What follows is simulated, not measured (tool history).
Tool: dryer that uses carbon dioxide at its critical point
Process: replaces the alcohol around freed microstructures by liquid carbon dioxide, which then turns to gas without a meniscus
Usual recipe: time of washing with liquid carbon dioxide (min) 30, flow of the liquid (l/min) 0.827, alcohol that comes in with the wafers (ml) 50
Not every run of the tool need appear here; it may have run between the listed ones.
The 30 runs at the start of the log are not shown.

run	hour	time of washing with liquid carbon dioxide (min)	flow of the liquid (l/min)	alcohol that comes in with the wafers (ml)	hours of work since the filter was changed	hours of work since the purifier's bed was changed	alcohol left in the vessel before it's heated (ppm by volume)
31	536.0	32	0.510	35	369	656	476
32	560.0	20	0.518	50	382	669	1822
# hour 573.5: purifier's bed changed
33	584.8	23	0.827	62	394	6	460
34	600.8	33	1.327	50	403	15	5
35	619.4	30	0.626	95	413	25	684
36	643.3	20	0.695	25	426	38	480
37	658.0	36	0.514	43	434	46	342
38	671.4	40	1.026	58	441	54	14
39	683.4	24	1.149	28	448	60	67
40	695.3	21	0.827	78	455	67	869
41	713.6	25	0.804	63	465	77	423
42	733.6	25	0.804	63	476	88	427
# hour 739.4: inlet filter changed
43	750.7	40	1.356	102	6	97	27
44	766.4	35	0.794	63	15	105	66
45	787.0	25	0.614	115	26	117	1064

5 ways to go on from here, each from the tool as it stands after run 45. What would each give?
A	803.8	29	0.890	115	35	126	?
B	803.8	37	0.991	36	35	126	?
C	803.8	25	0.952	29	35	126	?
D	803.8	19	0.827	44	35	126	?
E	803.8	42	0.819	31	35	126	?

run	alcohol left in the vessel before it's heated (ppm by volume)
A	147
B	19
C	64
D	425
E	34
With no hidden state in the tool, these same runs would have given:
run	alcohol left in the vessel before it's heated (ppm by volume)
A	120
B	0
C	41
D	388
E	15

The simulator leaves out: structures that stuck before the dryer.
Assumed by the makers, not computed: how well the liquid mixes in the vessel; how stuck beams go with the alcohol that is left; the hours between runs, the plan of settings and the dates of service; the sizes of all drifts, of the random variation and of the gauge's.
